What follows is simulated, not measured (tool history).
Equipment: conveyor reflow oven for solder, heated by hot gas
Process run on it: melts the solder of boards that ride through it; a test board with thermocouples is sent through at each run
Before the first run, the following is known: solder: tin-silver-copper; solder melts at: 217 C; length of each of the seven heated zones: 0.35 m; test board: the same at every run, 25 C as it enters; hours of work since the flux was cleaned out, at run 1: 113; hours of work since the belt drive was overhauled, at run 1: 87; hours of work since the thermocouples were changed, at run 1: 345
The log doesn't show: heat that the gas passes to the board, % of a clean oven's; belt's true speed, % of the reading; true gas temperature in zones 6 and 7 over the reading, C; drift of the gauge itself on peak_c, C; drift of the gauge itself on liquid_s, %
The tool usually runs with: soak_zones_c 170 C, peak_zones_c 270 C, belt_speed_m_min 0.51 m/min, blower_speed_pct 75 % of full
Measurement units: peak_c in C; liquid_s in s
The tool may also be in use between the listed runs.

run   hour  soak_zones_c  peak_zones_c  belt_speed_m_min  blower_speed_pct  hours of work since the flux was cleaned out  hours of work since the belt drive was overhauled  hours of work since the thermocouples were changed  peak_c  liquid_s
  1      0           170           270              0.51                75                                           113                                                 87                                                 345   255.5      62.1
  2    8.6           170           270              0.51                75                                           117                                                 91                                                 349   254.8      62.3
  3   17.9           170           270              0.51                75                                           122                                                 95                                                 354   254.7      62.3
  4     22           170           270             0.462                75                                           124                                                 97                                                 356   257.6      71.3
  5   31.6           170           270             0.462                75                                           128                                                102                                                 361     258      72.3
  6   38.1           170           270             0.462                69                                           132                                                105                                                 364   255.9      70.4
  7   46.9           170           270             0.462                69                                           136                                                109                                                 368   256.4      70.7
  8   52.4           157           270             0.462                69                                           139                                                112                                                 371     255      64.3
  9   56.7           170           270             0.425                75                                           141                                                114                                                 373   260.4      80.8
 10   66.7           170           270             0.425                75                                           146                                                119                                                 378   260.1      80.7
 11   71.4           170           270              0.51                75                                           148                                                121                                                 380   255.4      62.4
 12   76.5           170           270              0.51                75                                           150                                                124                                                 383   254.6      62.4
      84.4  -- flux residue cleaned out of gas plates and filters
 13   89.5           170           270              0.51                75                                             2                                                128                                                 386   255.2      62.3
 14   95.3           170           270              0.51                75                                             5                                                131                                                 389   255.4      62.3
 15  102.3           171           259              0.51                77                                             9                                                134                                                 393   246.3      55.7
 16  107.5           185           259             0.545                77                                            11                                                137                                                 395     246        58
 17  113.8           170           270              0.51                89                                            14                                                140                                                 398   258.6      65.2
 18  119.3           159           270              0.51                75                                            17                                                142                                                 401     253      57.7
 19  125.2           159           270              0.51                75                                            20                                                145                                                 404   253.2      57.3
 20  131.6           156           262              0.51                75                                            23                                                148                                                 407   245.1      50.6
 21  140.9           156           262              0.51                75                                            28                                                153                                                 412   245.1      50.7
 22  150.1           170           270             0.577                52                                            32                                                158                                                 416   241.7        41
 23  157.3           170           270             0.577                52                                            36                                                161                                                 420     242      41.2
 24  165.7           170           266             0.592                52                                            40                                                165                                                 424   238.3        36
 25    171           170           276             0.546                59                                            42                                                168                                                 426   251.9      54.3
 26    176           170           270              0.51                85                                            45                                                170                                                 429   257.2      64.5
 27  185.3           170           270              0.51                85                                            49                                                175                                                 433   257.1      64.6

Predict each of these 4 candidate next runs independently; none follows another, all start after run 27:
  A  193.1           159           270              0.51                80                                            53                                                179                                                 437       ?         ?
  B  193.1           170           270              0.51                63                                            53                                                179                                                 437       ?         ?
  C  193.1           170           270             0.448                85                                            53                                                179                                                 437       ?         ?
  D  193.1           161           270             0.595                75                                            53                                                179                                                 437       ?         ?

run  peak_c  liquid_s
  A   253.8      58.9
  B   251.4      58.9
  C   261.2        77
  D   247.8      45.2
Without the tool's unlogged condition, the same runs would have read:
run  peak_c  liquid_s
  A   253.9        59
  B   251.5      59.1
  C   261.3      77.1
  D     248      45.3
